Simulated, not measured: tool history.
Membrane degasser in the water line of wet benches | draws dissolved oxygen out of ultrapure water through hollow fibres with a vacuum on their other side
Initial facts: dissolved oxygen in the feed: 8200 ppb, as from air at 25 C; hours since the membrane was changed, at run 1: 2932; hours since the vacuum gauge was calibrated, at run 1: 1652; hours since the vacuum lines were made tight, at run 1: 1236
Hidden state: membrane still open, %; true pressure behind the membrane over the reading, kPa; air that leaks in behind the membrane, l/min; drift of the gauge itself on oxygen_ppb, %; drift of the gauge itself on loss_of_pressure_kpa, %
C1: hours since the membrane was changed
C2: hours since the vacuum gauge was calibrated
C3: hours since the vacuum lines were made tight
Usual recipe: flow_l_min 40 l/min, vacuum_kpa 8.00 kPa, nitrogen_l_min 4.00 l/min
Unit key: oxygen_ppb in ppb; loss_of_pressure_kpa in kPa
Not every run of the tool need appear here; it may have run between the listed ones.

{"run": 1, "hour": 0.0, "flow_l_min": 40, "vacuum_kpa": 8.0, "nitrogen_l_min": 4.0, "C1": 2932, "C2": 1652, "C3": 1236, "oxygen_ppb": 118.5, "loss_of_pressure_kpa": 52.51}
{"run": 2, "hour": 193.2, "flow_l_min": 40, "vacuum_kpa": 8.0, "nitrogen_l_min": 4.0, "C1": 3125, "C2": 1845, "C3": 1429, "oxygen_ppb": 118.0, "loss_of_pressure_kpa": 52.4}
{"run": 3, "hour": 372.5, "flow_l_min": 40, "vacuum_kpa": 8.0, "nitrogen_l_min": 6.44, "C1": 3305, "C2": 2024, "C3": 1608, "oxygen_ppb": 77.3, "loss_of_pressure_kpa": 52.48}
{"run": 4, "hour": 697.8, "flow_l_min": 40, "vacuum_kpa": 8.0, "nitrogen_l_min": 6.44, "C1": 3630, "C2": 2350, "C3": 1934, "oxygen_ppb": 77.7, "loss_of_pressure_kpa": 52.76}
{"run": 5, "hour": 977.9, "flow_l_min": 40, "vacuum_kpa": 8.0, "nitrogen_l_min": 4.0, "C1": 3910, "C2": 2630, "C3": 2214, "oxygen_ppb": 119.2, "loss_of_pressure_kpa": 53.3}
{"run": 6, "hour": 1138.4, "flow_l_min": 40, "vacuum_kpa": 8.0, "nitrogen_l_min": 4.0, "C1": 4070, "C2": 2790, "C3": 2374, "oxygen_ppb": 119.8, "loss_of_pressure_kpa": 53.28}
{"run": 7, "hour": 1287.9, "flow_l_min": 40, "vacuum_kpa": 8.0, "nitrogen_l_min": 4.0, "C1": 4220, "C2": 2940, "C3": 2524, "oxygen_ppb": 120.3, "loss_of_pressure_kpa": 53.31}
{"run": 8, "hour": 1540.9, "flow_l_min": 40, "vacuum_kpa": 8.0, "nitrogen_l_min": 4.0, "C1": 4473, "C2": 3193, "C3": 2777, "oxygen_ppb": 121.0, "loss_of_pressure_kpa": 53.25}
{"run": 9, "hour": 1890.8, "flow_l_min": 40, "vacuum_kpa": 8.0, "nitrogen_l_min": 4.0, "C1": 4823, "C2": 3543, "C3": 3127, "oxygen_ppb": 120.1, "loss_of_pressure_kpa": 53.51}
{"run": 10, "hour": 2141.6, "flow_l_min": 40, "vacuum_kpa": 8.0, "nitrogen_l_min": 4.0, "C1": 5074, "C2": 3793, "C3": 3378, "oxygen_ppb": 120.4, "loss_of_pressure_kpa": 53.66}
{"run": 11, "hour": 2426.8, "flow_l_min": 40, "vacuum_kpa": 8.0, "nitrogen_l_min": 4.0, "C1": 5359, "C2": 4079, "C3": 3663, "oxygen_ppb": 121.9, "loss_of_pressure_kpa": 53.45}
{"run": 12, "hour": 2724.2, "flow_l_min": 40, "vacuum_kpa": 8.0, "nitrogen_l_min": 4.0, "C1": 5656, "C2": 4376, "C3": 3960, "oxygen_ppb": 121.3, "loss_of_pressure_kpa": 53.54}
{"run": 13, "hour": 2978.9, "flow_l_min": 40, "vacuum_kpa": 8.0, "nitrogen_l_min": 4.0, "C1": 5911, "C2": 4631, "C3": 4215, "oxygen_ppb": 120.3, "loss_of_pressure_kpa": 53.68}
{"run": 14, "hour": 3210.0, "flow_l_min": 40, "vacuum_kpa": 8.0, "nitrogen_l_min": 4.0, "C1": 6142, "C2": 4862, "C3": 4446, "oxygen_ppb": 121.2, "loss_of_pressure_kpa": 53.97}
{"run": 15, "hour": 3371.9, "flow_l_min": 40, "vacuum_kpa": 8.0, "nitrogen_l_min": 4.0, "C1": 6304, "C2": 5024, "C3": 4608, "oxygen_ppb": 123.3, "loss_of_pressure_kpa": 54.02}
{"run": 16, "hour": 3720.8, "flow_l_min": 40, "vacuum_kpa": 8.0, "nitrogen_l_min": 5.33, "C1": 6653, "C2": 5373, "C3": 4957, "oxygen_ppb": 94.7, "loss_of_pressure_kpa": 54.46}
{"run": 17, "hour": 3946.5, "flow_l_min": 40, "vacuum_kpa": 8.0, "nitrogen_l_min": 5.33, "C1": 6878, "C2": 5598, "C3": 5182, "oxygen_ppb": 95.9, "loss_of_pressure_kpa": 53.9}
{"run": 18, "hour": 4109.3, "flow_l_min": 45, "vacuum_kpa": 8.09, "nitrogen_l_min": 10.66, "C1": 7041, "C2": 5761, "C3": 5345, "oxygen_ppb": 62.9, "loss_of_pressure_kpa": 60.4}
{"hour": 4274.0, "done": "vacuum gauge calibrated"}
{"run": 19, "hour": 4429.4, "flow_l_min": 48, "vacuum_kpa": 6.43, "nitrogen_l_min": 4.65, "C1": 7361, "C2": 155, "C3": 5665, "oxygen_ppb": 92.5, "loss_of_pressure_kpa": 64.85}
{"run": 20, "hour": 4577.2, "flow_l_min": 48, "vacuum_kpa": 6.43, "nitrogen_l_min": 4.65, "C1": 7509, "C2": 303, "C3": 5813, "oxygen_ppb": 92.3, "loss_of_pressure_kpa": 65.03}
{"run": 21, "hour": 4908.6, "flow_l_min": 58, "vacuum_kpa": 7.62, "nitrogen_l_min": 3.23, "C1": 7840, "C2": 635, "C3": 6144, "oxygen_ppb": 211.2, "loss_of_pressure_kpa": 79.14}
{"run": 22, "hour": 5160.9, "flow_l_min": 25, "vacuum_kpa": 8.0, "nitrogen_l_min": 10.39, "C1": 8092, "C2": 887, "C3": 6396, "oxygen_ppb": 29.1, "loss_of_pressure_kpa": 34.17}
{"run": 23, "hour": 5402.3, "flow_l_min": 47, "vacuum_kpa": 15.02, "nitrogen_l_min": 7.9, "C1": 8334, "C2": 1128, "C3": 6638, "oxygen_ppb": 182.0, "loss_of_pressure_kpa": 64.36}
{"run": 24, "hour": 5652.6, "flow_l_min": 40, "vacuum_kpa": 14.36, "nitrogen_l_min": 5.91, "C1": 8584, "C2": 1379, "C3": 6888, "oxygen_ppb": 187.1, "loss_of_pressure_kpa": 54.32}
{"run": 25, "hour": 5903.4, "flow_l_min": 36, "vacuum_kpa": 5.23, "nitrogen_l_min": 9.46, "C1": 8835, "C2": 1629, "C3": 7139, "oxygen_ppb": 23.2, "loss_of_pressure_kpa": 49.19}
{"run": 26, "hour": 6226.4, "flow_l_min": 36, "vacuum_kpa": 5.23, "nitrogen_l_min": 9.46, "C1": 9158, "C2": 1952, "C3": 7462, "oxygen_ppb": 23.3, "loss_of_pressure_kpa": 49.1}
{"run": 27, "hour": 6550.4, "flow_l_min": 45, "vacuum_kpa": 13.41, "nitrogen_l_min": 5.59, "C1": 9482, "C2": 2276, "C3": 7786, "oxygen_ppb": 208.8, "loss_of_pressure_kpa": 61.91}
{"run": 28, "hour": 6814.6, "flow_l_min": 26, "vacuum_kpa": 6.73, "nitrogen_l_min": 9.96, "C1": 9746, "C2": 2541, "C3": 8050, "oxygen_ppb": 23.9, "loss_of_pressure_kpa": 35.71}
{"hour": 6898.1, "done": "seals of the vacuum lines changed"}
{"run": 29, "hour": 7100.8, "flow_l_min": 26, "vacuum_kpa": 6.73, "nitrogen_l_min": 9.96, "C1": 10030, "C2": 2825, "C3": 203, "oxygen_ppb": 24.0, "loss_of_pressure_kpa": 35.76}
{"run": 30, "hour": 7418.4, "flow_l_min": 37, "vacuum_kpa": 5.65, "nitrogen_l_min": 9.96, "C1": 10348, "C2": 3142, "C3": 520, "oxygen_ppb": 27.6, "loss_of_pressure_kpa": 50.98}
{"run": 31, "hour": 7668.4, "flow_l_min": 64, "vacuum_kpa": 13.29, "nitrogen_l_min": 3.99, "C1": 10598, "C2": 3392, "C3": 770, "oxygen_ppb": 411.3, "loss_of_pressure_kpa": 87.98}
{"run": 32, "hour": 8006.8, "flow_l_min": 37, "vacuum_kpa": 10.73, "nitrogen_l_min": 3.99, "C1": 10936, "C2": 3731, "C3": 1109, "oxygen_ppb": 171.2, "loss_of_pressure_kpa": 50.82}

Below, some changes in oxygen_ppb between adjacent runs. For each, the amount present without the hidden state too (settings, incoming material, random variation) and the amount remaining for the hidden state with gauge scatter not shared by both compared results:
Run 21 -> 22: flow_l_min 58 -> 25, vacuum_kpa 7.62 -> 8.00, nitrogen_l_min 3.23 -> 10.39. oxygen_ppb -182.1 ppb: hidden state -7.9, all else -174.2.
Run 26 -> 27: flow_l_min 36 -> 45, vacuum_kpa 5.23 -> 13.41, nitrogen_l_min 9.46 -> 5.59. oxygen_ppb +185.5 ppb: hidden state +4.2, all else +181.3.
Run 30 -> 31: flow_l_min 37 -> 64, vacuum_kpa 5.65 -> 13.29, nitrogen_l_min 9.96 -> 3.99. oxygen_ppb +383.7 ppb: hidden state +16.1, all else +367.6.
Run 31 -> 32: flow_l_min 64 -> 37, vacuum_kpa 13.29 -> 10.73. oxygen_ppb -240.1 ppb: hidden state -14.1, all else -226.0.
